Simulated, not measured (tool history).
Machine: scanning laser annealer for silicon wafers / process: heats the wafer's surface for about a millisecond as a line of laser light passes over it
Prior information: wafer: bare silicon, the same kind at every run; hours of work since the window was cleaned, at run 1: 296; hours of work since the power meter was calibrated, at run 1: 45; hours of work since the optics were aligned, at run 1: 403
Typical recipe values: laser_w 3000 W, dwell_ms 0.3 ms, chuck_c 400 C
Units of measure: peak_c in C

run     day  laser_w  dwell_ms  chuck_c  hours of work since the window was cleaned  hours of work since the power meter was calibrated  hours of work since the optics were aligned  peak_c
  1       0     3000       0.3      400                                         296                                                  45                                          403    1090
  2   0.292     3000     0.222      400                                         299                                                  48                                          406     988
  3   0.717     3000     0.222      400                                         303                                                  52                                          410     986
  4   1.254     3000     0.222      400                                         308                                                  57                                          415     987
  5   1.571     3000     0.222      400                                         311                                                  60                                          419     985
  6   2.112     3000     0.222      400                                         317                                                  65                                          424     986
  7   2.488     3000       0.3      400                                         320                                                  69                                          427    1093
  8   2.742     3000       0.3      422                                         323                                                  72                                          430    1113
  9   3.296     2892       0.3      400                                         328                                                  77                                          435    1064
 10   3.596     2892       0.3      400                                         331                                                  80                                          438    1063
 11   4.046     2892       0.3      400                                         335                                                  84                                          443    1068
 12   4.633     2892       0.3      400                                         341                                                  90                                          448    1065
 13   5.096     2892       0.3      400                                         345                                                  94                                          453    1063
 14   5.625     3000      0.37      400                                         351                                                  99                                          458    1172
 15   6.162     3000      0.37      400                                         356                                                 105                                          463    1171
      6.475  -- window over the wafer cleaned
 16   6.779     3000      0.37      400                                           3                                                 110                                          468    1191
 17   7.038     3000       0.3      374                                           5                                                 112                                          471    1078
 18   7.592     3000       0.3      427                                          11                                                 118                                          476    1131
 19   8.008     3000       0.3      427                                          15                                                 122                                          480    1135
 20   8.317     3000       0.3      420                                          18                                                 125                                          483    1126
 21   8.796     3000       0.3      420                                          22                                                 129                                          488    1123
 22   9.333     3000       0.3      420                                          28                                                 134                                          493    1128
 23     9.6     2615       0.3      437                                          30                                                 137                                          495    1047
 24   9.996     2615     0.339      415                                          34                                                 141                                          499    1066
 25  10.325     3195     0.307      400                                          37                                                 144                                          502    1157
 26  10.738     3195     0.307      400                                          41                                                 148                                          506    1163
 27  11.071     2846     0.223      400                                          44                                                 151                                          510     966
 28  11.612     2963     0.223      400                                          50                                                 157                                          515     989
 29  12.071     3000     0.214      413                                          54                                                 161                                          519     999
 30  12.358     3000     0.221      384                                          57                                                 164                                          522     978
 31  12.817     2888     0.239      424                                          61                                                 168                                          527    1020
 32  13.196     2742     0.345      413                                          65                                                 172                                          530    1102
 33  13.562     2742     0.345      413                                          69                                                 175                                          534    1102
 34  13.917     3174       0.3      400                                          72                                                 179                                          537    1144
 35  14.304     2603       0.3      362                                          76                                                 183                                          541     966
 36  14.688     2603       0.3      362                                          79                                                 186                                          545     966
 37  14.983     2603       0.3      362                                          82                                                 189                                          548     965
 38    15.4     3000      0.29      386                                          86                                                 193                                          552    1074
 39  15.854     2895       0.3      387                                          91                                                 198                                          556    1064
 40  16.104     3000     0.252      400                                          93                                                 200                                          558    1037
 41  16.404     3247     0.238      435                                          96                                                 203                                          561    1106
 42  16.758     3095     0.314      436                                          99                                                 206                                          565    1178

Consider 3 possible next runs. They are alternatives, not a sequence: every one starts from the tool as it was left by run 42. What does each give?
  A  17.042     3000     0.321      429                                         102                                                 209                                          567       ?
  B  17.042     3000       0.3      411                                         102                                                 209                                          567       ?
  C  17.042     2968     0.254      391                                         102                                                 209                                          567       ?

run  peak_c
  A    1153
  B    1110
  C    1022
The same runs, with their run-to-run variation unchanged, on a tool lacking any hidden condition would have given:
run  peak_c
  A    1170
  B    1126
  C    1037

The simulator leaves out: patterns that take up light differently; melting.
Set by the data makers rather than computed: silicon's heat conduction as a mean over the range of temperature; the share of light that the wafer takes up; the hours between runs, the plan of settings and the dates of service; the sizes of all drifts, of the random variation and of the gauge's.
